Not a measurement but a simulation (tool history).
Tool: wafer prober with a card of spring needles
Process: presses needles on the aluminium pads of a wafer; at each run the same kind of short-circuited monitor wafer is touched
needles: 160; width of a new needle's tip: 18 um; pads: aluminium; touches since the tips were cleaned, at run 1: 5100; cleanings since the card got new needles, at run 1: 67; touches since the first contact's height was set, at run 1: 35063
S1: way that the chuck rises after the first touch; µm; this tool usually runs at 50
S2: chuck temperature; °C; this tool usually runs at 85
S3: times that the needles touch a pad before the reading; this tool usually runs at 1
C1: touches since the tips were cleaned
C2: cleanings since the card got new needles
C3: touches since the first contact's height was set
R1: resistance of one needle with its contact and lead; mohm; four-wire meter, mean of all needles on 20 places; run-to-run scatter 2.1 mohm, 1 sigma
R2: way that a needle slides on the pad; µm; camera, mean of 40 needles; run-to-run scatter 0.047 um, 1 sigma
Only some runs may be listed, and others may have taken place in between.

run    hour  S1   S2  S3    C1   C2     C3   R1     R2
  1     0.0  50   85   1  5100   67  35063  238  12.26
        3.3  -- tips cleaned on abrasive film
       17.9  -- tips cleaned on abrasive film
       33.0  -- tips cleaned on abrasive film
  2    38.3  50   85   1  2155   70  50746  237  12.24
       47.8  -- tips cleaned on abrasive film
       60.5  -- tips cleaned on abrasive film
       76.0  -- tips cleaned on abrasive film
  3    76.1  50   85   1    65   73  66260  231  12.25
       91.5  -- tips cleaned on abrasive film
      106.9  -- tips cleaned on abrasive film
      121.7  -- tips cleaned on abrasive film
      122.0  -- height of the first contact set anew
  4   123.4  50   85   1   558   76    558  235  12.37
      135.8  -- tips cleaned on abrasive film
      150.5  -- tips cleaned on abrasive film
      165.1  -- tips cleaned on abrasive film
  5   175.0  50   28   1  4101   79  21760  219  12.26
      178.2  -- tips cleaned on abrasive film
      194.0  -- tips cleaned on abrasive film
  6   201.5  50   60   1  3119   81  32646  229  12.28
      208.0  -- tips cleaned on abrasive film
      223.2  -- tips cleaned on abrasive film
  7   230.6  50  114   1  3055   83  44559  246  12.20
      237.0  -- tips cleaned on abrasive film
      252.9  -- tips cleaned on abrasive film
  8   260.7  50  114   1  3230   85  56904  244  12.26
      267.1  -- tips cleaned on abrasive film
      282.7  -- tips cleaned on abrasive film
      297.6  -- tips cleaned on abrasive film
      310.3  -- tips cleaned on abrasive film
  9   315.2  37   85   1  2018   89  79245  245   9.14
      324.1  -- tips cleaned on abrasive film
      330.7  -- height of the first contact set anew
      337.1  -- tips cleaned on abrasive film
      352.1  -- tips cleaned on abrasive film
 10   357.2  37   85   1  2135   92  10887  247   9.04
      366.8  -- tips cleaned on abrasive film
      381.7  -- tips cleaned on abrasive film
 11   390.2  37   85   1  3533   94  24425  248   9.04
      395.4  -- tips cleaned on abrasive film
      411.1  -- tips cleaned on abrasive film
      426.6  -- tips cleaned on abrasive film
      439.8  -- tips cleaned on abrasive film
 12   439.8  37   70   1     0   98  44747  241   9.10
      452.5  -- tips cleaned on abrasive film
      465.2  -- tips cleaned on abrasive film
      480.3  -- tips cleaned on abrasive film
      493.9  -- tips cleaned on abrasive film
 13   493.9  37   70   1     0  102  66938  241   9.03
      509.8  -- tips cleaned on abrasive film
      525.2  -- tips cleaned on abrasive film
 14   530.2  37   70   1  2050  104  81845  240   9.01
      539.8  -- tips cleaned on abrasive film
      540.1  -- height of the first contact set anew
      555.1  -- tips cleaned on abrasive film
      569.5  -- tips cleaned on abrasive film
 15   573.0  37   70   1  1420  107  13507  245   9.05
      584.6  -- tips cleaned on abrasive film
      599.3  -- tips cleaned on abrasive film
 16   608.7  50   29   1  3863  109  28187  223  12.31
      615.1  -- tips cleaned on abrasive film
      630.4  -- tips cleaned on abrasive film
 17   640.5  36   26   2  4180  111  41250  229   8.78
      643.7  -- tips cleaned on abrasive film
      659.3  -- tips cleaned on abrasive film
      674.2  -- tips cleaned on abrasive film
      689.6  -- tips cleaned on abrasive film
 18   693.4  37   66   1  1592  115  62930  243   9.05
      702.5  -- tips cleaned on abrasive film
      715.2  -- tips cleaned on abrasive film
      728.0  -- tips cleaned on abrasive film
      743.3  -- tips cleaned on abrasive film
 19   744.1  50  106   1   334  119  83699  244  12.25
      747.2  -- height of the first contact set anew
      756.7  -- tips cleaned on abrasive film
      771.0  -- tips cleaned on abrasive film
 20   774.7  50  106   1  1513  121  11281  243  12.16
      784.2  -- tips cleaned on abrasive film
      798.8  -- tips cleaned on abrasive film
      811.5  -- tips cleaned on abrasive film
      827.4  -- tips cleaned on abrasive film
 21   833.1  35   27   1  2362  125  35249  232   8.56
      842.7  -- tips cleaned on abrasive film
      858.2  -- tips cleaned on abrasive film
 22   866.1  35   42   1  3257  127  48793  236   8.63
      872.5  -- tips cleaned on abrasive film
      885.2  -- tips cleaned on abrasive film
      900.3  -- tips cleaned on abrasive film
      915.2  -- tips cleaned on abrasive film
 23   921.7  50   40   1  2713  131  71606  226  12.28
      927.9  -- tips cleaned on abrasive film
      940.6  -- tips cleaned on abrasive film
      955.5  -- tips cleaned on abrasive film
      955.8  -- height of the first contact set anew
 24   959.6  45   71   2  1578  134   1578  240  10.84
      968.7  -- tips cleaned on abrasive film
      983.1  -- tips cleaned on abrasive film
      998.6  -- tips cleaned on abrasive film
     1013.8  -- tips cleaned on abrasive film
 25  1014.0  39   57   1    74  138  23893  233   9.64
     1026.7  -- tips cleaned on abrasive film
     1042.2  -- tips cleaned on abrasive film
     1057.1  -- tips cleaned on abrasive film
 26  1060.4  31   55   2  1350  141  42911  245   7.59
     1072.5  -- tips cleaned on abrasive film
     1085.2  -- tips cleaned on abrasive film
     1100.9  -- tips cleaned on abrasive film
 27  1112.4  36   43   2  4772  144  64307  238   8.88
     1115.7  -- tips cleaned on abrasive film
     1131.4  -- tips cleaned on abrasive film
     1144.1  -- tips cleaned on abrasive film
 28  1146.8  59   59   2  1133  147  78383  222  14.42

Take each entry between the runs: how does the hidden state at the last listed run before it differ from the hidden state at the first listed run after it?
In the gap between runs 1 and 2: tips cleaned on abrasive film (hour 3.3); tips cleaned on abrasive film (hour 17.9); tips cleaned on abrasive film (hour 33.0)
  debris on the tips, nm: 0.5 -> 0.3; way that the needles fall short of the set height, um: 0 -> 0.01
In the gap between runs 2 and 3: tips cleaned on abrasive film (hour 47.8); tips cleaned on abrasive film (hour 60.5); tips cleaned on abrasive film (hour 76.0)
  debris on the tips, nm: 0.3 -> 0; tips' diameter, um: 18.02 -> 18.03
In the gap between runs 3 and 4: tips cleaned on abrasive film (hour 91.5); tips cleaned on abrasive film (hour 106.9); tips cleaned on abrasive film (hour 121.7); height of the first contact set anew (hour 122.0)
  debris on the tips, nm: 0 -> 0.1; way that the needles fall short of the set height, um: 0.01 -> 0
In the gap between runs 4 and 5: tips cleaned on abrasive film (hour 135.8); tips cleaned on abrasive film (hour 150.5); tips cleaned on abrasive film (hour 165.1)
  debris on the tips, nm: 0.1 -> 0.4
In the gap between runs 5 and 6: tips cleaned on abrasive film (hour 178.2); tips cleaned on abrasive film (hour 194.0)
  the hidden state is the same at both runs
In the gap between runs 6 and 7: tips cleaned on abrasive film (hour 208.0); tips cleaned on abrasive film (hour 223.2)
  debris on the tips, nm: 0.4 -> 0.3; way that the needles fall short of the set height, um: 0 -> 0.01
In the gap between runs 7 and 8: tips cleaned on abrasive film (hour 237.0); tips cleaned on abrasive film (hour 252.9)
  debris on the tips, nm: 0.3 -> 0.4
In the gap between runs 8 and 9: tips cleaned on abrasive film (hour 267.1); tips cleaned on abrasive film (hour 282.7); tips cleaned on abrasive film (hour 297.6); tips cleaned on abrasive film (hour 310.3)
  debris on the tips, nm: 0.4 -> 0.2
In the gap between runs 9 and 10: tips cleaned on abrasive film (hour 324.1); height of the first contact set anew (hour 330.7); tips cleaned on abrasive film (hour 337.1); tips cleaned on abrasive film (hour 352.1)
  debris on the tips, nm: 0.2 -> 0.3; way that the needles fall short of the set height, um: 0.01 -> 0
In the gap between runs 10 and 11: tips cleaned on abrasive film (hour 366.8); tips cleaned on abrasive film (hour 381.7)
  debris on the tips, nm: 0.3 -> 0.4
In the gap between runs 11 and 12: tips cleaned on abrasive film (hour 395.4); tips cleaned on abrasive film (hour 411.1); tips cleaned on abrasive film (hour 426.6); tips cleaned on abrasive film (hour 439.8)
  debris on the tips, nm: 0.4 -> 0; way that the needles fall short of the set height, um: 0 -> 0.01
In the gap between runs 12 and 13: tips cleaned on abrasive film (hour 452.5); tips cleaned on abrasive film (hour 465.2); tips cleaned on abrasive film (hour 480.3); tips cleaned on abrasive film (hour 493.9)
  debris on the tips, nm: 0 -> 0.1; tips' diameter, um: 18.03 -> 18.04
In the gap between runs 13 and 14: tips cleaned on abrasive film (hour 509.8); tips cleaned on abrasive film (hour 525.2)
  debris on the tips, nm: 0.1 -> 0.3
In the gap between runs 14 and 15: tips cleaned on abrasive film (hour 539.8); height of the first contact set anew (hour 540.1); tips cleaned on abrasive film (hour 555.1); tips cleaned on abrasive film (hour 569.5)
  debris on the tips, nm: 0.3 -> 0.2; way that the needles fall short of the set height, um: 0.01 -> 0
In the gap between runs 15 and 16: tips cleaned on abrasive film (hour 584.6); tips cleaned on abrasive film (hour 599.3)
  debris on the tips, nm: 0.2 -> 0.4
In the gap between runs 16 and 17: tips cleaned on abrasive film (hour 615.1); tips cleaned on abrasive film (hour 630.4)
  way that the needles fall short of the set height, um: 0 -> 0.01
In the gap between runs 17 and 18: tips cleaned on abrasive film (hour 643.7); tips cleaned on abrasive film (hour 659.3); tips cleaned on abrasive film (hour 674.2); tips cleaned on abrasive film (hour 689.6)
  debris on the tips, nm: 0.4 -> 0.2
In the gap between runs 18 and 19: tips cleaned on abrasive film (hour 702.5); tips cleaned on abrasive film (hour 715.2); tips cleaned on abrasive film (hour 728.0); tips cleaned on abrasive film (hour 743.3)
  debris on the tips, nm: 0.2 -> 0.1
In the gap between runs 19 and 20: height of the first contact set anew (hour 747.2); tips cleaned on abrasive film (hour 756.7); tips cleaned on abrasive film (hour 771.0)
  debris on the tips, nm: 0.1 -> 0.2; way that the needles fall short of the set height, um: 0.01 -> 0
In the gap between runs 20 and 21: tips cleaned on abrasive film (hour 784.2); tips cleaned on abrasive film (hour 798.8); tips cleaned on abrasive film (hour 811.5); tips cleaned on abrasive film (hour 827.4)
  debris on the tips, nm: 0.2 -> 0.3; way that the needles fall short of the set height, um: 0 -> 0.01
In the gap between runs 21 and 22: tips cleaned on abrasive film (hour 842.7); tips cleaned on abrasive film (hour 858.2)
  the hidden state is the same at both runs
In the gap between runs 22 and 23: tips cleaned on abrasive film (hour 872.5); tips cleaned on abrasive film (hour 885.2); tips cleaned on abrasive film (hour 900.3); tips cleaned on abrasive film (hour 915.2)
  tips' diameter, um: 18.04 -> 18.05
In the gap between runs 23 and 24: tips cleaned on abrasive film (hour 927.9); tips cleaned on abrasive film (hour 940.6); tips cleaned on abrasive film (hour 955.5); height of the first contact set anew (hour 955.8)
  debris on the tips, nm: 0.3 -> 0.2; way that the needles fall short of the set height, um: 0.01 -> 0
In the gap between runs 24 and 25: tips cleaned on abrasive film (hour 968.7); tips cleaned on abrasive film (hour 983.1); tips cleaned on abrasive film (hour 998.6); tips cleaned on abrasive film (hour 1013.8)
  debris on the tips, nm: 0.2 -> 0.1
In the gap between runs 25 and 26: tips cleaned on abrasive film (hour 1026.7); tips cleaned on abrasive film (hour 1042.2); tips cleaned on abrasive film (hour 1057.1)
  debris on the tips, nm: 0.1 -> 0.2; way that the needles fall short of the set height, um: 0 -> 0.01
In the gap between runs 26 and 27: tips cleaned on abrasive film (hour 1072.5); tips cleaned on abrasive film (hour 1085.2); tips cleaned on abrasive film (hour 1100.9)
  debris on the tips, nm: 0.2 -> 0.5
In the gap between runs 27 and 28: tips cleaned on abrasive film (hour 1115.7); tips cleaned on abrasive film (hour 1131.4); tips cleaned on abrasive film (hour 1144.1)
  debris on the tips, nm: 0.5 -> 0.2
